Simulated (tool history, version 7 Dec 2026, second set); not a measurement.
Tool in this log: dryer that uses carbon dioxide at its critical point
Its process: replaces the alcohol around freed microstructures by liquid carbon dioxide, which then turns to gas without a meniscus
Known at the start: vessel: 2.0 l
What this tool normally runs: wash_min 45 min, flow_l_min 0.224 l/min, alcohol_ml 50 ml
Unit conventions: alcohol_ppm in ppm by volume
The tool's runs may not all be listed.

| run | hour | wash_min | flow_l_min | alcohol_ml | alcohol_ppm |
|---|---|---|---|---|---|
| 1 | 0 | 45 | 0.224 | 50 | 599 |
| 2 | 25.6 | 45 | 0.224 | 50 | 612 |
| 3 | 46.8 | 45 | 0.224 | 50 | 628 |
| 4 | 70.6 | 45 | 0.224 | 50 | 626 |
| 5 | 94 | 45 | 0.224 | 59 | 749 |
| 6 | 110 | 45 | 0.224 | 50 | 630 |
| 7 | 137.5 | 45 | 0.224 | 50 | 646 |
| 8 | 157.6 | 45 | 0.224 | 50 | 639 |
| 9 | 190.7 | 45 | 0.224 | 50 | 668 |
| 10 | 215.1 | 45 | 0.224 | 50 | 678 |
| 11 | 254 | 45 | 0.224 | 50 | 671 |
| 12 | 278 | 45 | 0.224 | 50 | 719 |
| 13 | 302.5 | 45 | 0.224 | 50 | 711 |
| 14 | 326.8 | 45 | 0.294 | 50 | 263 |
| 15 | 361 | 45 | 0.294 | 50 | 273 |
| 16 | 398.7 | 42 | 0.234 | 114 | 1677 |
| 17 | 429.5 | 45 | 0.202 | 87 | 1754 |
| 18 | 450.6 | 31 | 0.347 | 29 | 356 |
| 19 | 472.1 | 31 | 0.347 | 29 | 362 |
| 20 | 510 | 31 | 0.347 | 20 | 294 |
| 21 | 528.1 | 67 | 0.34 | 52 | 124 |
| 22 | 561.5 | 67 | 0.34 | 52 | 122 |
| 23 | 600.8 | 66 | 0.15 | 53 | 982 |
| 24 | 618.8 | 66 | 0.15 | 53 | 979 |
| 25 | 655.1 | 66 | 0.15 | 53 | 977 |
| 26 | 691.2 | 66 | 0.15 | 53 | 1000 |
| 27 | 716.6 | 53 | 0.151 | 60 | 1634 |
| 28 | 749.6 | 45 | 0.239 | 50 | 559 |
| 29 | 766.2 | 28 | 0.179 | 50 | 3926 |

Not shown: 1 entry that the log had between the listed runs. Between which runs, and how does the tool's hidden state differ before and after?
After run 26, before run 27: inlet filter changed (hour 694.6)
  flow that reaches the vessel past the clogged filter, %: 93 -> 99.5; alcohol in the recycled carbon dioxide, ppm: 136.3 -> 140.2
  measured minus no-state result, alcohol_ppm: +330 -> +152 ppm by volume

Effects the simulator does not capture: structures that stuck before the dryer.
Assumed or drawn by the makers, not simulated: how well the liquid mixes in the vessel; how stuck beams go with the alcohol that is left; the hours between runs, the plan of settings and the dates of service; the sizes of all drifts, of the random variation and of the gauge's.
